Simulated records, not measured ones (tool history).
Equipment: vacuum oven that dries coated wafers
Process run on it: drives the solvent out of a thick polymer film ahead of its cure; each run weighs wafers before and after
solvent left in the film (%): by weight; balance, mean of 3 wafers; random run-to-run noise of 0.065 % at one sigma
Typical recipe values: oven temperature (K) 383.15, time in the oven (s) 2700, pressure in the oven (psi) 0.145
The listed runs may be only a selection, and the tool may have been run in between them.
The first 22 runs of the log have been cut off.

run     day  oven temperature (K)  time in the oven (s)  pressure in the oven (psi)  hours of work since the thermocouples were calibrated  hours of work since the vacuum gauge was cleaned of residue  solvent left in the film (%)
 23  41.638                383.15                  2700                       0.145                                                    846                                                          881                          3.85
 24  43.925                383.15                  2700                       0.145                                                    870                                                          904                          3.99
 25  46.254                397.15                  1440                       0.376                                                    894                                                          928                          4.91
 26  48.304                396.15                  1440                       0.261                                                    915                                                          949                          5.09
 27  50.804                383.15                  2760                       0.075                                                    940                                                          975                          3.77
 28  52.021                383.15                  2760                       0.075                                                    953                                                          987                          3.68
 29  53.096                386.15                  3360                       0.399                                                    964                                                          998                          2.92
 30  54.271                393.15                  3300                       0.145                                                    976                                                         1011                          1.44
 31  56.708                393.15                  3300                       0.145                                                   1001                                                         1036                          1.43
     56.992  -- vacuum gauge cleaned of residue and calibrated
 32  58.642                374.15                  2700                        0.39                                                   1020                                                           17                          6.75
 33  60.567                394.15                  2940                       0.145                                                   1040                                                           37                          1.68
 34  62.817                397.15                  2640                        0.09                                                   1063                                                           60                          1.52

Run 35 is up next; what results do you expect?
 35  65.092                386.15                  1620                       0.442                                                   1086                                                           83                             ?

Run 35 came out at solvent left in the film (%) 6.99.
With the hidden condition absent and the run-to-run variation left alone, this run would have shown solvent left in the film (%) 7.19.

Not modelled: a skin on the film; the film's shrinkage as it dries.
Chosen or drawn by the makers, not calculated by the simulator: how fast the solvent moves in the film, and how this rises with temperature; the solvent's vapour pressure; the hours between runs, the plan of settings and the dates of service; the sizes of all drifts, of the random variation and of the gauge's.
